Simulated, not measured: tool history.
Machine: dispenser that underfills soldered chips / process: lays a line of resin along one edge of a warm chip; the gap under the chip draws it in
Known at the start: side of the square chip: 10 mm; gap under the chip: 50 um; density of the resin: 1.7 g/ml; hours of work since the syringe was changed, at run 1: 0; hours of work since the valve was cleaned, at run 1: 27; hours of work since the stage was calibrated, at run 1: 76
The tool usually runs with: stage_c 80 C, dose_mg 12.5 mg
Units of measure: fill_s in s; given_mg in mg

run,day,stage_c,dose_mg,hours of work since the syringe was changed,hours of work since the valve was cleaned,hours of work since the stage was calibrated,fill_s,given_mg
1,0.000,80,12.5,0,27,76,80.4,12.26
2,0.267,80,12.5,5,32,81,99.5,12.19
# day 0.371: new syringe of resin
3,0.642,80,12.5,5,39,87,99.3,12.19
# day 0.746: new syringe of resin
4,1.000,80,10.8,5,45,94,102.2,10.51
# day 1.138: new syringe of resin
5,1.312,80,10.8,3,50,99,96.6,10.50
# day 1.500: new syringe of resin
6,1.817,80,10.8,6,59,108,104.6,10.41
# day 1.862: new syringe of resin
7,2.138,80,10.8,5,65,114,106.6,10.40
# day 2.242: new syringe of resin
8,2.517,80,12.5,5,72,120,99.5,11.96
# day 2.600: new syringe of resin
9,2.850,75,14.6,4,77,126,117.1,13.81
# day 2.979: new syringe of resin
# day 3.125: dispensing valve cleaned and set on the balance
10,3.362,79,12.4,6,4,134,109.5,12.45
# day 3.404: new syringe of resin
# day 3.767: new syringe of resin
11,3.767,80,10.9,0,11,141,86.0,10.82
# day 4.142: new syringe of resin
12,4.142,80,10.9,0,18,148,85.4,10.88
13,4.454,80,10.9,6,23,153,110.9,10.71
# day 4.500: new syringe of resin
14,4.775,85,16.1,5,29,159,80.9,15.80
# day 4.858: new syringe of resin
# day 5.225: new syringe of resin
15,5.317,79,11.3,2,38,168,95.3,11.05

Here are 5 independent what-if runs from the current tool condition. What would each one return?
# day 5.600: new syringe of resin
A,5.733,83,14.2,2,46,176,?,?
# day 5.600: new syringe of resin
B,5.733,79,12.4,2,46,176,?,?
# day 5.600: new syringe of resin
C,5.733,80,15.9,2,46,176,?,?
# day 5.600: new syringe of resin
D,5.733,86,12.5,2,46,176,?,?
# day 5.600: new syringe of resin
E,5.733,80,11.1,2,46,176,?,?

run,fill_s,given_mg
A,80.4,13.76
B,94.6,12.13
C,86.3,15.53
D,71.2,12.17
E,93.8,10.76
The same runs, with their run-to-run variation unchanged, on a tool lacking any hidden condition would have given:
run,fill_s,given_mg
A,70.3,14.14
B,82.5,12.46
C,75.5,15.95
D,62.3,12.50
E,81.5,11.05

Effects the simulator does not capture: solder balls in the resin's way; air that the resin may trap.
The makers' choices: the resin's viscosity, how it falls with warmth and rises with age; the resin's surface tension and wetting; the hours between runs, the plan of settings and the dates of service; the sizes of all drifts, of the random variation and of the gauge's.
